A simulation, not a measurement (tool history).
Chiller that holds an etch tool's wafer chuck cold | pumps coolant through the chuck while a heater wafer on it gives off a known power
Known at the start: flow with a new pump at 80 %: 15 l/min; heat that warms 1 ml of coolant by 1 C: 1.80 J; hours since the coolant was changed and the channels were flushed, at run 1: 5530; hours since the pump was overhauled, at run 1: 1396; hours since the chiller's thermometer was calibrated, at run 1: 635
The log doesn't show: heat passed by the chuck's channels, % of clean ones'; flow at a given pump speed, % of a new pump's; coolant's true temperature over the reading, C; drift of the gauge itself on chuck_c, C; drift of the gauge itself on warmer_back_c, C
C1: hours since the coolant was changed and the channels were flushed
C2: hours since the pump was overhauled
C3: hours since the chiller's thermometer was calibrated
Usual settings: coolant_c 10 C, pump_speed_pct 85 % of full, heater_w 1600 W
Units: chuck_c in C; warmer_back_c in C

Run 1, hour 0: usual settings; C1 5530; C2 1396; C3 635. Result: chuck_c 21.6 C, warmer_back_c 3.33 C.
Run 2, hour 26.8: usual settings; C1 5557; C2 1423; C3 662. Result: chuck_c 21.8 C, warmer_back_c 3.36 C.
Run 3, hour 60.1: usual settings; C1 5590; C2 1456; C3 695. Result: chuck_c 21.7 C, warmer_back_c 3.39 C.
Run 4, hour 91: usual settings; C1 5621; C2 1487; C3 726. Result: chuck_c 21.7 C, warmer_back_c 3.37 C.
Run 5, hour 124.4: usual settings; C1 5655; C2 1521; C3 759. Result: chuck_c 21.7 C, warmer_back_c 3.37 C.
Run 6, hour 181.2: usual settings; C1 5711; C2 1577; C3 816. Result: chuck_c 21.7 C, warmer_back_c 3.34 C.
Run 7, hour 212.7: usual settings; C1 5743; C2 1609; C3 848. Result: chuck_c 21.7 C, warmer_back_c 3.37 C.
Run 8, hour 242.9: usual settings; C1 5773; C2 1639; C3 878. Result: chuck_c 21.4 C, warmer_back_c 3.34 C.
Run 9, hour 277.4: usual settings; C1 5808; C2 1674; C3 912. Result: chuck_c 21.5 C, warmer_back_c 3.36 C.
Run 10, hour 326: usual settings; C1 5856; C2 1722; C3 961. Result: chuck_c 21.7 C, warmer_back_c 3.38 C.
Run 11, hour 371.5: usual settings; C1 5902; C2 1768; C3 1007. Result: chuck_c 21.7 C, warmer_back_c 3.33 C.
Run 12, hour 425.8: usual settings; C1 5956; C2 1822; C3 1061. Result: chuck_c 21.9 C, warmer_back_c 3.32 C.
Run 13, hour 453: usual settings; C1 5983; C2 1849; C3 1088. Result: chuck_c 22 C, warmer_back_c 3.37 C.
Run 14, hour 494.7: usual settings; C1 6025; C2 1891; C3 1130. Result: chuck_c 21.7 C, warmer_back_c 3.35 C.
Run 15, hour 545.7: usual settings; C1 6076; C2 1942; C3 1181. Result: chuck_c 21.7 C, warmer_back_c 3.35 C.
Run 16, hour 586.5: usual settings but heater_w 1117 W; C1 6117; C2 1983; C3 1222. Result: chuck_c 18.3 C, warmer_back_c 2.35 C.
Run 17, hour 637.3: usual settings but heater_w 1117 W; C1 6167; C2 2033; C3 1272. Result: chuck_c 18.4 C, warmer_back_c 2.37 C.
Run 18, hour 682.8: usual settings but coolant_c 13 C, pump_speed_pct 80 % of full, heater_w 1455 W; C1 6213; C2 2079; C3 1318. Result: chuck_c 24 C, warmer_back_c 3.26 C.
Run 19, hour 738.3: usual settings but coolant_c 13 C, pump_speed_pct 80 % of full, heater_w 1455 W; C1 6269; C2 2134; C3 1373. Result: chuck_c 24.2 C, warmer_back_c 3.24 C.
Run 20, hour 796.1: usual settings but coolant_c 13 C, pump_speed_pct 80 % of full, heater_w 1455 W; C1 6326; C2 2192; C3 1431. Result: chuck_c 24.3 C, warmer_back_c 3.25 C.
Run 21, hour 855.3: usual settings but pump_speed_pct 72 % of full; C1 6386; C2 2251; C3 1490. Result: chuck_c 23.4 C, warmer_back_c 3.93 C.
Run 22, hour 911.9: usual settings but coolant_c 2 C, pump_speed_pct 75 % of full, heater_w 908 W; C1 6442; C2 2308; C3 1547. Result: chuck_c 9.5 C, warmer_back_c 2.13 C.
Run 23, hour 966: usual settings but coolant_c 2 C, pump_speed_pct 75 % of full, heater_w 908 W; C1 6496; C2 2362; C3 1601. Result: chuck_c 9.3 C, warmer_back_c 2.18 C.
Run 24, hour 1009.1: usual settings but coolant_c 15 C, pump_speed_pct 75 % of full, heater_w 908 W; C1 6539; C2 2405; C3 1644. Result: chuck_c 22.3 C, warmer_back_c 2.13 C.
Run 25, hour 1041.8: usual settings but coolant_c 6 C, pump_speed_pct 72 % of full, heater_w 894 W; C1 6572; C2 2438; C3 1677. Result: chuck_c 13.4 C, warmer_back_c 2.19 C.
Run 26, hour 1100.8: usual settings but coolant_c 6 C, pump_speed_pct 64 % of full, heater_w 894 W; C1 6631; C2 2497; C3 1736. Result: chuck_c 14.2 C, warmer_back_c 2.45 C.
Run 27, hour 1152: usual settings but coolant_c 16 C, pump_speed_pct 75 % of full, heater_w 1810 W; C1 6682; C2 2548; C3 1787. Result: chuck_c 30.9 C, warmer_back_c 4.25 C.
Run 28, hour 1182.9: usual settings but coolant_c 16 C, pump_speed_pct 75 % of full, heater_w 1810 W; C1 6713; C2 2579; C3 1818. Result: chuck_c 30.7 C, warmer_back_c 4.33 C.
Run 29, hour 1212.2: usual settings but coolant_c 14 C, pump_speed_pct 75 % of full, heater_w 2049 W; C1 6742; C2 2608; C3 1847. Result: chuck_c 30.5 C, warmer_back_c 4.84 C.
Run 30, hour 1243.8: usual settings but pump_speed_pct 78 % of full, heater_w 1803 W; C1 6774; C2 2640; C3 1879. Result: chuck_c 24.2 C, warmer_back_c 4.1 C.
At hour 1253.3: coolant changed, channels flushed.
Run 31, hour 1289.7: usual settings but pump_speed_pct 66 % of full, heater_w 1575 W; C1 36; C2 2680; C3 1919. Result: chuck_c 24.2 C, warmer_back_c 4.2 C.
Run 32, hour 1325: usual settings but coolant_c 19 C, pump_speed_pct 64 % of full; C1 72; C2 2715; C3 1954. Result: chuck_c 33.8 C, warmer_back_c 4.38 C.

How the hidden state differs across the entries between the runs, from the last listed run before each to the first after it:
Between runs 30 and 31: coolant changed, channels flushed (hour 1253.3)
  heat passed by the chuck's channels, % of clean ones': 99.7 -> 100
